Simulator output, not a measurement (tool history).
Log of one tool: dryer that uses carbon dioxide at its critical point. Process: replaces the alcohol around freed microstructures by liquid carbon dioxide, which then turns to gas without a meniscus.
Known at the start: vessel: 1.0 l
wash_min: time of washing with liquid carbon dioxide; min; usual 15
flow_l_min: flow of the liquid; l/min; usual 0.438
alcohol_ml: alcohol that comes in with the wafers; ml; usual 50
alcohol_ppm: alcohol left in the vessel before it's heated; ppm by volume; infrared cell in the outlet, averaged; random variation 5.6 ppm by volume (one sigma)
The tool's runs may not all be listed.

Run 1, day 0.000: usual settings. Result: alcohol_ppm 222 ppm by volume.
Run 2, day 2.767: usual settings. Result: alcohol_ppm 254 ppm by volume.
Run 3, day 4.192: usual settings but alcohol_ml 35 ml. Result: alcohol_ppm 220 ppm by volume.
Run 4, day 6.679: usual settings but wash_min 19 min. Result: alcohol_ppm 132 ppm by volume.
Run 5, day 8.504: usual settings. Result: alcohol_ppm 333 ppm by volume.
Run 6, day 11.462: usual settings. Result: alcohol_ppm 388 ppm by volume.
Run 7, day 12.958: usual settings. Result: alcohol_ppm 401 ppm by volume.
Run 8, day 15.742: usual settings. Result: alcohol_ppm 458 ppm by volume.
Run 9, day 17.925: usual settings. Result: alcohol_ppm 505 ppm by volume.
Run 10, day 19.254: usual settings but flow_l_min 0.587 l/min, alcohol_ml 38 ml. Result: alcohol_ppm 185 ppm by volume.
Run 11, day 20.475: usual settings but flow_l_min 0.587 l/min, alcohol_ml 38 ml. Result: alcohol_ppm 196 ppm by volume.
Run 12, day 22.321: usual settings but wash_min 11 min, flow_l_min 0.568 l/min, alcohol_ml 38 ml. Result: alcohol_ppm 549 ppm by volume.
At day 23.275: inlet filter changed.
Run 13, day 24.875: usual settings but wash_min 11 min, flow_l_min 0.568 l/min, alcohol_ml 38 ml. Result: alcohol_ppm 326 ppm by volume.
Run 14, day 27.829: usual settings but wash_min 11 min, flow_l_min 0.568 l/min, alcohol_ml 38 ml. Result: alcohol_ppm 375 ppm by volume.
Run 15, day 29.412: usual settings but wash_min 20 min, flow_l_min 0.549 l/min, alcohol_ml 103 ml. Result: alcohol_ppm 196 ppm by volume.

4 ways to go on from here, each from the tool as it stands after run 15. What would each give?
Run A, day 32.262: usual settings but wash_min 21 min, flow_l_min 0.541 l/min, alcohol_ml 49 ml. Result: alcohol_ppm ?.
Run B, day 32.262: usual settings but wash_min 20 min, flow_l_min 0.549 l/min, alcohol_ml 24 ml. Result: alcohol_ppm ?.
Run C, day 32.262: usual settings but wash_min 23 min, flow_l_min 0.385 l/min, alcohol_ml 23 ml. Result: alcohol_ppm ?.
Run D, day 32.262: usual settings but wash_min 12 min, alcohol_ml 31 ml. Result: alcohol_ppm ?.

run  alcohol_ppm
  A          211
  B          203
  C          212
  D          664
Without the tool's hidden state the same runs would have given:
run  alcohol_ppm
  A           15
  B            9
  C           14
  D          332
